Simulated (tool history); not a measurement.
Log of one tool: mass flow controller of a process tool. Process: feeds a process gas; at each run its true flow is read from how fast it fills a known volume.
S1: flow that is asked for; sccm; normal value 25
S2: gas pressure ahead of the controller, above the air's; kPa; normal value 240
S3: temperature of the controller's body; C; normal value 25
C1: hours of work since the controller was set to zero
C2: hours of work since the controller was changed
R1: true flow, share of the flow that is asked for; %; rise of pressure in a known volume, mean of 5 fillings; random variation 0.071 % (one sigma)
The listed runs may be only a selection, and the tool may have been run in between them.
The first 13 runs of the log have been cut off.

run 14 hour=2151.6 | S1=25 S2=201 S3=35 | C1=5098 C2=5098 | R1=96.49
run 15 hour=2340.5 | S1=25 S2=201 S3=35 | C1=5205 C2=5205 | R1=96.33
run 16 hour=2548.6 | S1=25 S2=201 S3=35 | C1=5322 C2=5322 | R1=96.40
run 17 hour=2649.2 | S1=25 S2=201 S3=35 | C1=5379 C2=5379 | R1=96.51
run 18 hour=2763.5 | S1=25 S2=201 S3=25 | C1=5444 C2=5444 | R1=97.16
run 19 hour=2882.3 | S1=15 S2=201 S3=25 | C1=5511 C2=5511 | R1=95.79
run 20 hour=2975.4 | S1=15 S2=201 S3=25 | C1=5563 C2=5563 | R1=95.86
run 21 hour=3169.7 | S1=15 S2=201 S3=25 | C1=5673 C2=5673 | R1=95.71
run 22 hour=3279.9 | S1=15 S2=201 S3=25 | C1=5735 C2=5735 | R1=95.68
run 23 hour=3396.2 | S1=15 S2=201 S3=25 | C1=5801 C2=5801 | R1=95.58
run 24 hour=3562.9 | S1=15 S2=201 S3=25 | C1=5895 C2=5895 | R1=95.54
run 25 hour=3660.3 | S1=25 S2=240 S3=23 | C1=5950 C2=5950 | R1=97.23

For run 26, what comes out?
run 26 hour=3876.0 | S1=25 S2=240 S3=23 | C1=6072 C2=6072 | R1=?

{"run 26": {"R1": 97.11}}
Take away the tool's hidden state, keep the run-to-run variation as it was, and the same run would have given R1 99.84 %.

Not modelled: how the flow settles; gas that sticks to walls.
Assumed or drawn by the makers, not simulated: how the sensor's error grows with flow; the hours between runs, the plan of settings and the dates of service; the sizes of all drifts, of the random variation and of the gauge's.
